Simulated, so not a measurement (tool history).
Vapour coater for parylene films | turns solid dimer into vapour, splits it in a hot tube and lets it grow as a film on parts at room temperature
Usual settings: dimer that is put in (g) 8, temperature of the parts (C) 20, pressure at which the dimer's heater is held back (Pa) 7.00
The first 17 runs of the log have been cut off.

run	hour	dimer that is put in (g)	temperature of the parts (C)	pressure at which the dimer's heater is held back (Pa)	thickness of the film (nm)
18	509.5	8	20	5.20	1692
19	537.7	8	20	5.20	1696
20	570.2	4	21	2.57	944
21	590.9	11	14	7.00	2773
22	632.7	5	16	2.96	1383
# hour 649.3: trap's valve overhauled
23	675.3	5	21	6.00	993
24	710.9	5	21	6.00	999
25	734.9	9	17	8.25	1947
26	763.1	6	14	8.25	1465
27	798.1	12	21	8.25	2217
28	826.8	12	21	8.25	2222
29	856.5	12	17	8.25	2595
30	901.6	4	27	2.85	738
31	937.4	14	31	7.14	1807

Expected results for the next run?
32	971.7	14	31	7.14	?

Run 32 measured thickness of the film (nm) 1817.
The same run, on a tool lacking any hidden state, would have yielded thickness of the film (nm) 1819.
